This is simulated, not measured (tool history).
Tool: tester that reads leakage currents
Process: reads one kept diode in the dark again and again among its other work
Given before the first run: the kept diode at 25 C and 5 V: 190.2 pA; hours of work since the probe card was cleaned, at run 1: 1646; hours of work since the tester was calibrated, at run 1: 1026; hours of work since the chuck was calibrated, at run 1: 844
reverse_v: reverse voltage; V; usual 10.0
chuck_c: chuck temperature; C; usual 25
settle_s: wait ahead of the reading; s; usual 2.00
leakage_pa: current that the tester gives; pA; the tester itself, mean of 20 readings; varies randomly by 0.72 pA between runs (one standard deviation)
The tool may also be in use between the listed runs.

| run | hour | reverse_v | chuck_c | settle_s | hours of work since the probe card was cleaned | hours of work since the tester was calibrated | hours of work since the chuck was calibrated | leakage_pa |
|---|---|---|---|---|---|---|---|---|
| 1 | 0.0 | 10.0 | 25 | 2.00 | 1646 | 1026 | 844 | 240.07 |
| 2 | 32.7 | 10.0 | 25 | 2.00 | 1672 | 1052 | 870 | 238.97 |
| 3 | 51.2 | 10.0 | 25 | 2.00 | 1687 | 1066 | 885 | 238.74 |
| 4 | 77.9 | 10.0 | 25 | 0.48 | 1708 | 1087 | 906 | 239.96 |
| 5 | 96.0 | 10.0 | 25 | 2.00 | 1722 | 1102 | 920 | 238.62 |
| 6 | 131.2 | 10.0 | 25 | 2.00 | 1750 | 1129 | 948 | 240.08 |
| 7 | 153.8 | 10.0 | 25 | 2.00 | 1767 | 1147 | 965 | 237.31 |
|  | 160.0 | probe card cleaned and baked |
| 8 | 176.2 | 10.0 | 25 | 0.49 | 13 | 1162 | 981 | 256.41 |
| 9 | 207.5 | 10.0 | 25 | 0.49 | 37 | 1187 | 1005 | 256.73 |
| 10 | 235.2 | 10.0 | 25 | 2.00 | 59 | 1209 | 1027 | 254.29 |
| 11 | 268.0 | 10.0 | 25 | 2.00 | 85 | 1234 | 1053 | 253.78 |
| 12 | 303.3 | 2.6 | 25 | 2.00 | 113 | 1262 | 1081 | 146.79 |
| 13 | 325.4 | 1.6 | 33 | 2.00 | 130 | 1280 | 1098 | 247.06 |
|  | 331.5 | probe card cleaned and baked, once more |
| 14 | 347.3 | 2.1 | 33 | 2.00 | 12 | 1294 | 1113 | 262.77 |
| 15 | 372.7 | 2.3 | 21 | 2.00 | 32 | 1315 | 1133 | 87.59 |
| 16 | 399.2 | 10.0 | 25 | 3.17 | 53 | 1335 | 1154 | 206.87 |
| 17 | 426.6 | 4.0 | 27 | 2.00 | 75 | 1357 | 1175 | 185.68 |
| 18 | 463.8 | 5.2 | 26 | 2.00 | 104 | 1386 | 1204 | 183.92 |
| 19 | 500.3 | 5.2 | 26 | 1.47 | 133 | 1415 | 1233 | 183.19 |
| 20 | 534.6 | 5.2 | 26 | 1.47 | 160 | 1442 | 1260 | 182.61 |
| 21 | 553.9 | 7.5 | 25 | 2.00 | 175 | 1457 | 1275 | 187.90 |
| 22 | 573.1 | 6.3 | 38 | 2.00 | 190 | 1472 | 1291 | 577.15 |

Some steps in leakage_pa between neighbouring runs. How much of each would the tool show without its hidden state too (settings, what came in, random variation), and how much is left for the hidden state, with any gauge scatter that isn't in both results?
The hidden state here: stray current of the dirty probe card, pA a volt; current scale over the true one, %; true chuck temperature over the reading, C; drift of the gauge itself on leakage_pa, %.
Run 14 -> 15: reverse_v 2.1 -> 2.3, chuck_c 33 -> 21. leakage_pa -175.18 pA: hidden state +23.50, all else -198.68.
Run 21 -> 22: reverse_v 7.5 -> 6.3, chuck_c 25 -> 38. leakage_pa +389.25 pA: hidden state -60.02, all else +449.27.
